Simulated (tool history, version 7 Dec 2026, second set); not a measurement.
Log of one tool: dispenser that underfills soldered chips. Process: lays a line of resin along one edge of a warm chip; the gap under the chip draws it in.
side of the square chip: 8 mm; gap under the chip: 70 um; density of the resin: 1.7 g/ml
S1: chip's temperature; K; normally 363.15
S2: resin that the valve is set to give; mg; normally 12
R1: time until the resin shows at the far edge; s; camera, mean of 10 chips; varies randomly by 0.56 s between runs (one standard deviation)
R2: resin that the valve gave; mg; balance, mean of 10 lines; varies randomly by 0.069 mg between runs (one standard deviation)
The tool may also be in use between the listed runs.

run   hour      S1    S2    R1     R2
  1      0  363.15    12  58.3  11.64
       5.8  -- new syringe of resin
  2   10.9  363.15    12    56  11.66
      18.2  -- new syringe of resin
  3   24.6  363.15    12  58.2  11.63
      30.6  -- new syringe of resin
  4   35.8  363.15    12  55.6  11.41
      41.3  -- dispensing valve cleaned and set on the balance
  5   42.7  360.15    12  74.8  11.97
        44  -- new syringe of resin
  6   48.6  372.15    12  39.9  11.97
      56.4  -- new syringe of resin
  7   58.6  363.15    12  50.3  11.86
      68.7  -- new syringe of resin
  8   71.7  363.15    12  52.9  11.83
  9   78.8  354.15    12  93.3  11.61
      80.8  -- new syringe of resin
 10   85.6  354.15    12  77.3  11.57
 11   91.7  354.15    12  93.8  11.62
      92.8  -- new syringe of resin
     104.5  -- new syringe of resin
 12  104.9  354.15    12  66.1  11.53
 13  113.6  354.15    12    88  11.39
     117.2  -- new syringe of resin
     123.3  -- dispensing valve cleaned and set on the balance
 14  128.1  363.15    12    65  11.93
     130.1  -- new syringe of resin
 15  137.7  362.15    12  63.5  11.89
     142.4  -- new syringe of resin
 16  144.9  362.15    12  53.4  11.79
 17  151.8  363.15    12  63.5  11.75
     153.9  -- new syringe of resin
 18    164  363.15    12  65.5  11.57
     165.7  -- new syringe of resin
 19  171.2  370.15  15.3  45.5   14.7
 20  176.7  356.15  12.9  86.7  12.44
     177.9  -- new syringe of resin
 21  186.9  358.15  14.5  74.3  13.92
     189.9  -- new syringe of resin
 22  200.1  358.15  14.5  77.7  13.73
     201.5  -- new syringe of resin
     206.2  -- dispensing valve cleaned and set on the balance
 23  208.7  358.15  14.5  67.6  14.45
     214.7  -- new syringe of resin
 24  221.3  355.15  14.6  76.9  14.44
     227.3  -- new syringe of resin
 25  230.9  378.15  13.8  31.2  13.47
       240  -- new syringe of resin
 26  241.2  378.15  13.8  28.9  13.47
     252.3  -- new syringe of resin
 27  254.6  361.15  10.5  58.3  10.12
 28  260.3  363.15  13.1  62.5  12.65
       264  -- new syringe of resin
 29  268.1  373.15  15.2  37.1  14.61
     275.8  -- new syringe of resin
 30  278.2  373.15  15.2  35.4   14.5
     287.9  -- dispensing valve cleaned and set on the balance
     289.2  -- new syringe of resin
 31  289.2  373.15  15.2    32  15.28
 32  296.4  373.15  15.2  40.6   15.3
     301.4  -- new syringe of resin
 33  309.8  374.15  14.3  40.9   14.3
       313  -- new syringe of resin
 34  320.2  355.15  11.1  79.8  10.82

For each run, the measured value with the value that run would have given without the tool's hidden condition subtracted. The run-to-run variation is shared by both, the gauge scatter possibly not:
Hidden state at play: resin's viscosity, % of fresh resin's; dose that the valve gives, % of what is set; true chip temperature over the reading, C; drift of the gauge itself on fill_s, %; drift of the gauge itself on given_mg, %.
run     R1     R2
  1   +9.3   -0.3
  2   +8.3   -0.4
  3   +9.9  -0.52
  4   +8.5  -0.62
  5    +22  -0.03
  6   +5.3  -0.07
  7   +2.6  -0.15
  8   +5.1  -0.25
  9    +26   -0.3
 10  +11.4  -0.36
 11  +27.7   -0.4
 12   -0.1  -0.51
 13  +21.2  -0.59
 14  +17.8  -0.08
 15  +13.8  -0.16
 16     +4  -0.22
 17  +16.3  -0.27
 18  +18.3  -0.37
 19   +6.9  -0.55
 20  +25.3  -0.51
 21  +17.6  -0.68
 22  +21.2  -0.81
 23  +11.4  -0.04
 24  +13.3  -0.16
 25   +3.2  -0.23
 26   +0.6  -0.32
 27   +5.2  -0.34
 28    +15  -0.49
 29   +3.2  -0.64
 30   +1.8  -0.75
 31     -1  +0.01
 32   +7.3  -0.06
 33   +8.8  -0.19
 34    +15  -0.22

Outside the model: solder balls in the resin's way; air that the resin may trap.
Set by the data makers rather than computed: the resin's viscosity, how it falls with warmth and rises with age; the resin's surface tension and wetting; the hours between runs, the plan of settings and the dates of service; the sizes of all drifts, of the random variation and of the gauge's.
